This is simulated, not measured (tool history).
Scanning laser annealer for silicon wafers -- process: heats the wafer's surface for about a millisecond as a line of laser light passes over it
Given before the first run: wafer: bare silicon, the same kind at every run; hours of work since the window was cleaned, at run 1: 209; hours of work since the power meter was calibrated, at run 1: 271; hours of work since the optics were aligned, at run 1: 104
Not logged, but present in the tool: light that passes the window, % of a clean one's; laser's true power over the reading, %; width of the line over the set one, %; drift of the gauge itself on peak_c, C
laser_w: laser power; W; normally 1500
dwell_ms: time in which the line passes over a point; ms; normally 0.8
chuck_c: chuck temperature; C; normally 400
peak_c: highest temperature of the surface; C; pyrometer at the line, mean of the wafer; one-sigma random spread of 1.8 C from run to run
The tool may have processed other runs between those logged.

run   hour  laser_w  dwell_ms  chuck_c  hours of work since the window was cleaned  hours of work since the power meter was calibrated  hours of work since the optics were aligned  peak_c
  1      0     1500       0.8      400                                         209                                                 271                                          104    1185
  2   17.1     1500       0.8      400                                         220                                                 282                                          115    1188
  3   37.5     1500       0.8      400                                         233                                                 294                                          128    1186
  4   56.4     1500       0.8      400                                         245                                                 307                                          140    1190
  5   92.5     1500       0.8      400                                         267                                                 329                                          163    1183
  6  111.3     1500       0.8      400                                         279                                                 341                                          175    1180
  7  129.5     1500       0.8      400                                         291                                                 353                                          186    1182
  8  153.3     1500       0.8      400                                         306                                                 368                                          201    1183
  9    176     1500       0.8      400                                         320                                                 382                                          216    1184
 10  197.1     1398     0.574      406                                         334                                                 396                                          229    1029
 11  227.4     1398     0.574      406                                         353                                                 415                                          248    1027
 12  245.4     1470     0.756      406                                         364                                                 426                                          260    1153
 13  286.4     1552       0.8      400                                         390                                                 452                                          286    1207
 14  316.1     1552       0.8      400                                         409                                                 471                                          304    1201
 15  345.7     1552       0.8      400                                         428                                                 490                                          323    1203
 16  385.9     1596      0.94      419                                         453                                                 515                                          349    1310
 17  426.4     1596      0.94      419                                         479                                                 541                                          374    1309
 18  459.9     1596      0.94      419                                         500                                                 562                                          396    1305

A few steps of peak_c between consecutive runs. Split each: what settings, incoming material and random variation would produce without the hidden state, and what is left over for the hidden state, along with gauge scatter present in only one of the two compared results (measured, and without hidden state):
Run 9 -> 10: laser_w 1500 -> 1398, dwell_ms 0.8 -> 0.574, chuck_c 400 -> 406. peak_c -155 C: hidden state +2, all else -157.
Run 15 -> 16: laser_w 1552 -> 1596, dwell_ms 0.8 -> 0.94, chuck_c 400 -> 419. peak_c +107 C: hidden state -3, all else +110.
